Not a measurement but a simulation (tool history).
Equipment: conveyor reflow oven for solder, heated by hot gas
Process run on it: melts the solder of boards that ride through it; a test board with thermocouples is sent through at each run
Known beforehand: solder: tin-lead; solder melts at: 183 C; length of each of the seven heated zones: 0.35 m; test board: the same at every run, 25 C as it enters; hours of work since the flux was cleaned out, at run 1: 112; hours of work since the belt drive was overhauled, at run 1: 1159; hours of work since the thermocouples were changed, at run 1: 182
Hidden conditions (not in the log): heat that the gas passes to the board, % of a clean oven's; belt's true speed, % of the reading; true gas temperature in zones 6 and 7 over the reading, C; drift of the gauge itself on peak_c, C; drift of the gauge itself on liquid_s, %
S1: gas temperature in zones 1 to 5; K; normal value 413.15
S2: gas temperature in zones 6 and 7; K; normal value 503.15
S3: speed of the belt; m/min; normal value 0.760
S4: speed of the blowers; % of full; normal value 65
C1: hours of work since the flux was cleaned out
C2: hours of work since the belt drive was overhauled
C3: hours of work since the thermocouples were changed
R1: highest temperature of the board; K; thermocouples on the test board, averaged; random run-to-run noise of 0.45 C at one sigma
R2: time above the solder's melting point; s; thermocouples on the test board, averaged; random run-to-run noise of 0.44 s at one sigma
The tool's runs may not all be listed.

| run | day | S1 | S2 | S3 | S4 | C1 | C2 | C3 | R1 | R2 |
|---|---|---|---|---|---|---|---|---|---|---|
| 1 | 0.000 | 413.15 | 503.15 | 0.760 | 65 | 112 | 1159 | 182 | 486.95 | 40.2 |
| 2 | 3.833 | 413.15 | 502.15 | 0.760 | 65 | 157 | 1205 | 228 | 484.95 | 39.2 |
| 3 | 5.767 | 413.15 | 502.15 | 0.760 | 65 | 180 | 1228 | 250 | 484.75 | 39.1 |
| 4 | 7.896 | 421.15 | 503.15 | 0.760 | 65 | 205 | 1253 | 276 | 487.05 | 43.9 |
| 5 | 10.425 | 413.15 | 494.15 | 0.760 | 65 | 235 | 1283 | 306 | 477.35 | 34.1 |
| 6 | 13.900 | 413.15 | 494.15 | 0.760 | 65 | 276 | 1324 | 347 | 477.45 | 33.7 |
|  | 16.312 | belt drive overhauled, speed set with a stopwatch |
| 7 | 17.942 | 413.15 | 494.15 | 0.892 | 65 | 322 | 19 | 393 | 472.65 | 22.3 |
| 8 | 20.312 | 413.15 | 494.15 | 0.892 | 65 | 350 | 47 | 421 | 471.45 | 21.9 |
|  | 22.588 | flux residue cleaned out of gas plates and filters |
| 9 | 23.933 | 417.15 | 494.15 | 0.892 | 65 | 16 | 88 | 461 | 474.55 | 27.1 |
| 10 | 26.450 | 417.15 | 494.15 | 0.892 | 65 | 46 | 117 | 491 | 474.55 | 26.8 |
| 11 | 28.792 | 413.15 | 503.15 | 0.760 | 65 | 73 | 145 | 518 | 486.75 | 40.9 |
| 12 | 32.658 | 413.15 | 503.15 | 0.760 | 65 | 119 | 191 | 564 | 486.15 | 39.7 |
| 13 | 34.288 | 413.15 | 503.15 | 0.760 | 65 | 138 | 210 | 584 | 485.95 | 40.8 |
|  | 36.712 | belt drive overhauled, speed set with a stopwatch, once more |
| 14 | 38.067 | 413.15 | 503.15 | 0.760 | 65 | 181 | 16 | 626 | 484.65 | 38.0 |
| 15 | 41.904 | 413.15 | 503.15 | 0.781 | 65 | 227 | 61 | 672 | 483.45 | 36.0 |
| 16 | 44.121 | 423.15 | 509.15 | 0.715 | 68 | 253 | 88 | 698 | 493.25 | 49.4 |
| 17 | 45.733 | 423.15 | 509.15 | 0.715 | 68 | 272 | 107 | 717 | 493.05 | 49.5 |
| 18 | 48.425 | 423.15 | 504.15 | 0.770 | 81 | 304 | 139 | 749 | 488.65 | 42.4 |
| 19 | 50.796 | 418.15 | 503.15 | 0.760 | 65 | 332 | 167 | 777 | 483.75 | 39.0 |
| 20 | 52.971 | 412.15 | 503.15 | 0.760 | 65 | 358 | 192 | 803 | 483.15 | 37.0 |
|  | 54.504 | flux residue cleaned out of gas plates and filters |
| 21 | 55.938 | 412.15 | 503.15 | 0.686 | 62 | 17 | 225 | 835 | 488.35 | 45.6 |
| 22 | 58.083 | 412.15 | 503.15 | 0.686 | 62 | 42 | 250 | 861 | 487.35 | 45.0 |
| 23 | 59.662 | 423.15 | 503.15 | 0.760 | 59 | 61 | 269 | 879 | 486.65 | 41.7 |
| 24 | 63.104 | 423.15 | 503.15 | 0.760 | 59 | 102 | 310 | 920 | 485.15 | 42.1 |
| 25 | 65.208 | 400.15 | 503.15 | 0.760 | 65 | 127 | 335 | 945 | 481.95 | 33.5 |
| 26 | 68.562 | 400.15 | 503.15 | 0.760 | 65 | 166 | 374 | 985 | 482.15 | 32.5 |
| 27 | 72.067 | 413.15 | 504.15 | 0.688 | 61 | 208 | 416 | 1026 | 486.85 | 44.6 |
| 28 | 74.592 | 413.15 | 496.15 | 0.688 | 61 | 238 | 446 | 1056 | 479.45 | 38.3 |
| 29 | 77.642 | 400.15 | 503.15 | 0.760 | 65 | 274 | 482 | 1092 | 480.65 | 32.6 |

What if the next run were any one of these 5? Each begins from the tool's condition after run 29:
| A | 79.971 | 426.15 | 499.15 | 0.708 | 65 | 301 | 509 | 1120 | ? | ? |
| B | 79.971 | 422.15 | 515.15 | 0.760 | 54 | 301 | 509 | 1120 | ? | ? |
| C | 79.971 | 400.15 | 517.15 | 0.760 | 70 | 301 | 509 | 1120 | ? | ? |
| D | 79.971 | 412.15 | 503.15 | 0.615 | 50 | 301 | 509 | 1120 | ? | ? |
| E | 79.971 | 407.15 | 491.15 | 0.780 | 65 | 301 | 509 | 1120 | ? | ? |

| run | R1 | R2 |
|---|---|---|
| A | 483.85 | 45.1 |
| B | 492.65 | 45.9 |
| C | 493.25 | 41.2 |
| D | 486.55 | 49.8 |
| E | 471.55 | 23.1 |
With the hidden condition removed and each run's random variation left untouched, the same runs would have given:
| run | R1 | R2 |
|---|---|---|
| A | 488.05 | 47.8 |
| B | 497.25 | 48.0 |
| C | 498.75 | 43.9 |
| D | 490.65 | 52.9 |
| E | 476.25 | 28.2 |

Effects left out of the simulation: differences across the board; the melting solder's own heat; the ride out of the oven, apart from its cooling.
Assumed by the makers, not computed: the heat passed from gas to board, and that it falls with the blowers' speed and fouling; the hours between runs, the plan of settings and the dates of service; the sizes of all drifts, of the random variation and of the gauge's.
